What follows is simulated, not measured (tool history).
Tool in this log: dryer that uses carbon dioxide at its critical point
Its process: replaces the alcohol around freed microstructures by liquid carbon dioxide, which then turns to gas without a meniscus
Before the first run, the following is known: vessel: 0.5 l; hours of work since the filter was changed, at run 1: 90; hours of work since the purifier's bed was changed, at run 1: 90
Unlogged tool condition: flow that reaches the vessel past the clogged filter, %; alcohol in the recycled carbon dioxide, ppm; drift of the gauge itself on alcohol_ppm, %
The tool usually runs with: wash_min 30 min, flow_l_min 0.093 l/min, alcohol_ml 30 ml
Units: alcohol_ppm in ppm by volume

run,hour,wash_min,flow_l_min,alcohol_ml,hours of work since the filter was changed,hours of work since the purifier's bed was changed,alcohol_ppm
1,0,30,0.093,30,90,90,782
2,32.9,30,0.093,30,108,108,822
3,53.7,30,0.0581,30,120,120,4416
4,76.7,30,0.0581,30,133,133,4525
5,100.4,30,0.0581,30,146,146,4643
6,119.6,30,0.0581,30,156,156,4652
7,136.3,30,0.1483,30,165,165,88
8,171.7,30,0.1483,30,185,185,124
9,195.6,30,0.1483,30,198,198,122
# hour 199.1: inlet filter changed
10,221,30,0.1483,30,12,211,67
11,258.4,27,0.093,43,33,232,1411
12,280.9,28,0.1129,43,45,244,553
13,304.9,28,0.0812,34,58,258,1820
14,328.7,28,0.0812,34,71,271,1901
15,352.1,28,0.0812,34,84,284,1938
16,370.9,28,0.0812,34,95,294,2038
17,403.9,24,0.1515,41,113,312,307

Alternative continuations, all from the tool just after run 17; predict every row:
A,437.5,44,0.0777,20,131,331,?
B,437.5,24,0.1121,41,131,331,?
C,437.5,21,0.0781,84,131,331,?
D,437.5,30,0.1026,30,131,331,?

run,alcohol_ppm
A,268
B,1377
C,14076
D,590
Without the tool's hidden state the same runs would have given:
run,alcohol_ppm
A,135
B,880
C,10914
D,343
